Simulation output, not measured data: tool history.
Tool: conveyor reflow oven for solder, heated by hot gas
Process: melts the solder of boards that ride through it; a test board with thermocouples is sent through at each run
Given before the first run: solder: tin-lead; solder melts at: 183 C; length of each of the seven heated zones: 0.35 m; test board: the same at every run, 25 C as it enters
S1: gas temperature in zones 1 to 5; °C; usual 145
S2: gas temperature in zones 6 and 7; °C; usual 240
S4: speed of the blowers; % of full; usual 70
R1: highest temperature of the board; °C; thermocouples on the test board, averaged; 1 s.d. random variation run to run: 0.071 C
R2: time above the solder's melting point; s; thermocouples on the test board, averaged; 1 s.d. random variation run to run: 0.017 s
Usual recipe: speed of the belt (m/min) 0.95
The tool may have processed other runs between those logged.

Run 1, hour 0: usual settings. Result: R1 221.06 °C, R2 36.07 s.
At hour 13.3: flux residue cleaned out of gas plates and filters.
Run 2, hour 20.8: usual settings. Result: R1 222.22 °C, R2 36.54 s.
Run 3, hour 33.8: usual settings. Result: R1 222.09 °C, R2 36.53 s.
Run 4, hour 45.4: usual settings. Result: R1 222.16 °C, R2 36.52 s.
Run 5, hour 57.6: usual settings. Result: R1 222.14 °C, R2 36.53 s.
Run 6, hour 72.9: usual settings. Result: R1 221.91 °C, R2 36.5 s.
Run 7, hour 86.6: usual settings. Result: R1 221.98 °C, R2 36.49 s.
Run 8, hour 101.1: usual settings. Result: R1 221.99 °C, R2 36.48 s.
Run 9, hour 116.4: usual settings. Result: R1 222.04 °C, R2 36.46 s.
Run 10, hour 127.3: usual settings. Result: R1 221.89 °C, R2 36.46 s.
Run 11, hour 144.6: usual settings but S2 237 °C. Result: R1 219.31 °C, R2 35.43 s.
Run 12, hour 156.6: usual settings but S4 61 % of full. Result: R1 219.13 °C, R2 35.03 s.
Run 13, hour 165.5: usual settings but speed of the belt (m/min) 0.803. Result: R1 226.91 °C, R2 45.63 s.
Run 14, hour 173.2: usual settings but speed of the belt (m/min) 0.803. Result: R1 226.81 °C, R2 45.68 s.
Run 15, hour 189.5: usual settings but speed of the belt (m/min) 0.803. Result: R1 226.86 °C, R2 45.63 s.
Run 16, hour 204.3: usual settings but S1 131 °C, S2 237 °C, speed of the belt (m/min) 0.785, S4 88 % of full. Result: R1 226.5 °C, R2 43.94 s.

Predict the results of run 17:
Run 17, hour 214: usual settings but S1 131 °C, S2 233 °C, speed of the belt (m/min) 1.114, S4 88 % of full. Result: R1 ?, R2 ?.

{"run 17": {"R1": 212.28, "R2": 24.81}}
Had the tool carried no hidden state, the very same run would have given R1 213.37 °C, R2 25.28 s.
